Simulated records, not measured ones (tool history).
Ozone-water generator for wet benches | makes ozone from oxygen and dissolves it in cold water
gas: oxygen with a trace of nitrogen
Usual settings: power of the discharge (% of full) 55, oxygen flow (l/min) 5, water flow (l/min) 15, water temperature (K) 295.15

run	hour	power of the discharge (% of full)	oxygen flow (l/min)	water flow (l/min)	water temperature (K)	dissolved ozone (ppm)	ozone in the gas ahead of the water (g/m3)
1	0	55	5	15	295.15	20.2	165.6
2	54.3	55	5	15	295.15	20.2	164.9
3	163.1	82	5	15	295.15	27.4	224.8
4	275.7	82	5	15	295.15	27.6	226.7
5	361	82	5	15	295.15	27.8	225.2
6	448.4	55	5	22	295.15	15.7	163.6
7	528.7	55	5	22	295.15	15.3	163.8
8	622.3	55	5	22	295.15	15.3	163
9	717.4	55	5	22	295.15	15.4	161.7
10	807.1	55	5	22	295.15	15.4	163.7
11	856	55	5	22	295.15	15.6	164.2
12	958.9	80	5	15	295.15	27.1	221.1
13	1024.5	80	5	15	295.15	26.6	217.6
14	1119.4	42	5	15	295.15	16.1	131.3
15	1202.6	42	5	15	295.15	16.1	131.3
16	1285.7	55	5	15	295.15	20.1	161.2
17	1355.9	55	5	15	295.15	20.5	162
18	1467.1	55	5	14	295.15	20.9	161.4
19	1552.5	55	5	14	295.15	20.8	161.3
20	1649.5	89	2.76	16	298.15	24.9	298.9
21	1746.5	89	2.76	16	298.15	24.9	296.8
22	1833.1	41	7.76	13	290.15	19.4	108.5
23	1881.9	99	6.08	10	301.15	34.9	235.8
24	1961.2	99	6.08	10	301.15	34.9	238.7
25	2062.4	73	3.74	15	291.15	26	225.8
26	2135.6	73	5.01	15	288.15	28.3	200.4
27	2238.9	73	5.01	20	293.15	21.6	200.7
28	2326.6	68	8.45	9	303.15	24.4	154.7
29	2402.5	46	8.45	11	296.15	19.8	113.3
30	2473.6	46	8.45	11	296.15	20.1	114.2
# hour 2527.3: gauge calibrated
31	2564.1	48	3.52	11	295.15	21.4	168.5
32	2654.8	77	3.09	15	303.15	21.9	258.6

3 ways to go on from here, each from the tool as it stands after run 32. What would each give?
A	2748.7	77	4.64	15	303.15	?	?
B	2748.7	55	6.45	15	295.15	?	?
C	2748.7	42	5	15	297.15	?	?

run	dissolved ozone (ppm)	ozone in the gas ahead of the water (g/m3)
A	22.6	219.5
B	20.4	149
C	15.6	133.3
Without the tool's hidden state the same runs would have given:
run	dissolved ozone (ppm)	ozone in the gas ahead of the water (g/m3)
A	22.7	220.3
B	20.4	149.5
C	15.6	133.7
